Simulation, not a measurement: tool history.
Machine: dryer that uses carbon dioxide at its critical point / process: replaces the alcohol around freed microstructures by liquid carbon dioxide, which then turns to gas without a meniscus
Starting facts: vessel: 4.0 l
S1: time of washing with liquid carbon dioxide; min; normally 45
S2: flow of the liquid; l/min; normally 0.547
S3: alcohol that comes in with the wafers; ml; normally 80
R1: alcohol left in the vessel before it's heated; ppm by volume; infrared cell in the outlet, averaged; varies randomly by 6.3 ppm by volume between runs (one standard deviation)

run	hour	S1	S2	S3	R1
1	0.0	45	0.547	80	346
2	8.4	45	0.547	80	357
3	18.7	36	0.547	80	790
4	32.4	36	0.547	80	803
5	45.8	36	0.638	80	467
6	54.6	36	0.638	80	477
7	64.7	36	0.638	80	486
8	73.2	36	0.638	80	502
9	80.3	45	0.547	80	387
10	94.4	45	0.547	80	400
11	102.3	45	0.547	80	400
12	111.5	52	0.547	80	234
13	125.3	52	0.547	80	227
14	134.6	52	0.547	80	237
15	144.8	45	0.547	80	419
16	156.1	41	0.547	80	580
17	166.3	45	0.547	80	429
18	176.3	45	0.623	80	256
19	182.0	45	0.623	80	263
20	193.0	45	0.623	80	269
21	200.4	45	0.362	80	1642
22	214.4	45	0.547	34	214
23	223.3	45	0.547	34	214
24	236.8	33	0.393	34	1164
25	248.3	33	0.393	34	1184
26	258.6	31	0.510	80	1775
27	271.5	44	0.458	73	878
28	277.9	44	0.458	73	858
29	285.0	44	0.355	65	1544
30	291.1	45	0.547	40	259
31	297.2	62	0.857	24	42
32	306.4	62	0.857	24	46
33	313.1	62	0.857	51	45
34	324.3	41	0.372	34	901
# hour 326.1: inlet filter changed
35	337.2	52	0.382	28	260
36	343.1	36	0.547	80	676
37	356.6	45	0.720	26	62
38	369.2	45	0.345	113	2015
39	375.0	34	0.803	35	118
40	385.8	56	0.547	56	106
41	392.5	29	0.376	23	896
42	401.6	59	0.420	24	131

Same runs, no hidden state in the tool, same run-to-run variation:
Hidden state present: flow that reaches the vessel past the clogged filter, %; alcohol in the recycled carbon dioxide, ppm; drift of the gauge itself on alcohol_ppm, %.
run	R1
1	249
2	256
3	602
4	606
5	326
6	331
7	333
8	343
9	255
10	258
11	255
12	133
13	124
14	130
15	252
16	362
17	252
18	130
19	137
20	137
21	1145
22	113
23	110
24	842
25	856
26	1190
27	521
28	501
29	1025
30	122
31	8
32	10
33	8
34	575
35	219
36	621
37	23
38	1897
39	73
40	60
41	823
42	83

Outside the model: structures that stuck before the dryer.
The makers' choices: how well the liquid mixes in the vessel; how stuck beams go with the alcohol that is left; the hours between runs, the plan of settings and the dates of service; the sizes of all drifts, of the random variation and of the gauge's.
